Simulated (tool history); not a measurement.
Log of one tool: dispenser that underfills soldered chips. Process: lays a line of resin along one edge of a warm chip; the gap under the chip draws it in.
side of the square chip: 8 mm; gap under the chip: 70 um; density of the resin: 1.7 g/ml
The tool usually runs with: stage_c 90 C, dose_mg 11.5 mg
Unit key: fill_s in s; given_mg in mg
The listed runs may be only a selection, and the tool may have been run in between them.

| run | day | stage_c | dose_mg | fill_s | given_mg |
|---|---|---|---|---|---|
| 1 | 0.000 | 90 | 11.5 | 41.3 | 11.40 |
| 2 | 0.396 | 90 | 11.5 | 51.7 | 11.35 |
|  | 0.446 | new syringe of resin |
|  | 0.896 | new syringe of resin |
| 3 | 0.896 | 90 | 11.5 | 40.8 | 11.31 |
|  | 1.362 | new syringe of resin |
| 4 | 1.362 | 90 | 11.5 | 41.2 | 11.21 |
| 5 | 1.600 | 83 | 11.5 | 58.4 | 11.18 |
|  | 1.808 | new syringe of resin |
| 6 | 1.858 | 83 | 11.5 | 52.2 | 11.18 |
|  | 2.150 | dispensing valve cleaned and set on the balance |
| 7 | 2.217 | 83 | 11.5 | 63.1 | 11.47 |
|  | 2.288 | new syringe of resin |
| 8 | 2.654 | 83 | 11.5 | 64.4 | 11.48 |
|  | 2.767 | new syringe of resin |
| 9 | 3.054 | 90 | 11.5 | 48.8 | 11.39 |
|  | 3.233 | new syringe of resin |
| 10 | 3.312 | 90 | 11.5 | 42.4 | 11.40 |
| 11 | 3.625 | 90 | 11.5 | 52.0 | 11.32 |
|  | 3.708 | new syringe of resin |
| 12 | 4.083 | 90 | 11.5 | 49.7 | 11.33 |
|  | 4.162 | new syringe of resin |
| 13 | 4.392 | 90 | 11.9 | 45.2 | 11.64 |
|  | 4.612 | new syringe of resin |
| 14 | 4.754 | 97 | 11.9 | 35.9 | 11.60 |
| 15 | 4.975 | 90 | 11.5 | 50.6 | 11.14 |
|  | 5.054 | new syringe of resin |
|  | 5.096 | dispensing valve cleaned and set on the balance |
| 16 | 5.242 | 90 | 11.5 | 43.6 | 11.50 |
| 17 | 5.446 | 90 | 11.5 | 48.4 | 11.51 |
|  | 5.558 | new syringe of resin |
| 18 | 5.788 | 90 | 11.5 | 47.0 | 11.46 |
|  | 6.029 | new syringe of resin |
| 19 | 6.029 | 88 | 13.0 | 41.6 | 12.88 |
|  | 6.475 | new syringe of resin |
| 20 | 6.475 | 94 | 10.4 | 35.4 | 10.27 |
| 21 | 6.754 | 97 | 11.9 | 37.5 | 11.70 |
|  | 6.933 | new syringe of resin |
| 22 | 7.104 | 97 | 11.9 | 37.0 | 11.65 |
|  | 7.379 | new syringe of resin |
| 23 | 7.425 | 90 | 13.1 | 41.3 | 12.76 |
|  | 7.821 | new syringe of resin |
| 24 | 7.933 | 90 | 13.1 | 42.4 | 12.71 |
|  | 8.046 | dispensing valve cleaned and set on the balance |
|  | 8.317 | new syringe of resin |
| 25 | 8.442 | 80 | 10.5 | 59.5 | 10.42 |
|  | 8.783 | new syringe of resin |
| 26 | 8.900 | 80 | 10.5 | 59.4 | 10.42 |
|  | 9.242 | new syringe of resin |
| 27 | 9.242 | 98 | 10.9 | 31.5 | 10.73 |
| 28 | 9.479 | 89 | 10.7 | 49.2 | 10.50 |
|  | 9.683 | new syringe of resin |
| 29 | 9.742 | 79 | 12.2 | 59.2 | 11.99 |
|  | 10.133 | new syringe of resin |
| 30 | 10.171 | 87 | 10.3 | 47.0 | 10.03 |
| 31 | 10.462 | 87 | 10.3 | 55.4 | 10.03 |
|  | 10.592 | new syringe of resin |
| 32 | 10.758 | 90 | 12.3 | 43.2 | 11.92 |
|  | 11.008 | dispensing valve cleaned and set on the balance |
|  | 11.104 | new syringe of resin |
| 33 | 11.271 | 100 | 11.8 | 32.6 | 11.81 |
|  | 11.571 | new syringe of resin |
| 34 | 11.588 | 99 | 11.3 | 30.7 | 11.22 |

4 options for the next run, each taken on its own from the tool as it stands now. Forecast them:
|  | 12.025 | new syringe of resin |
| A | 12.025 | 87 | 10.9 | ? | ? |
|  | 12.025 | new syringe of resin |
| B | 12.025 | 99 | 13.6 | ? | ? |
|  | 12.025 | new syringe of resin |
| C | 12.025 | 103 | 13.1 | ? | ? |
|  | 12.025 | new syringe of resin |
| D | 12.025 | 100 | 10.9 | ? | ? |

| run | fill_s | given_mg |
|---|---|---|
| A | 44.3 | 10.82 |
| B | 30.4 | 13.42 |
| C | 26.5 | 12.98 |
| D | 29.9 | 10.81 |
Without the tool's hidden state the same runs would have given:
| run | fill_s | given_mg |
|---|---|---|
| A | 46.2 | 10.92 |
| B | 31.6 | 13.54 |
| C | 27.5 | 13.10 |
| D | 31.0 | 10.91 |
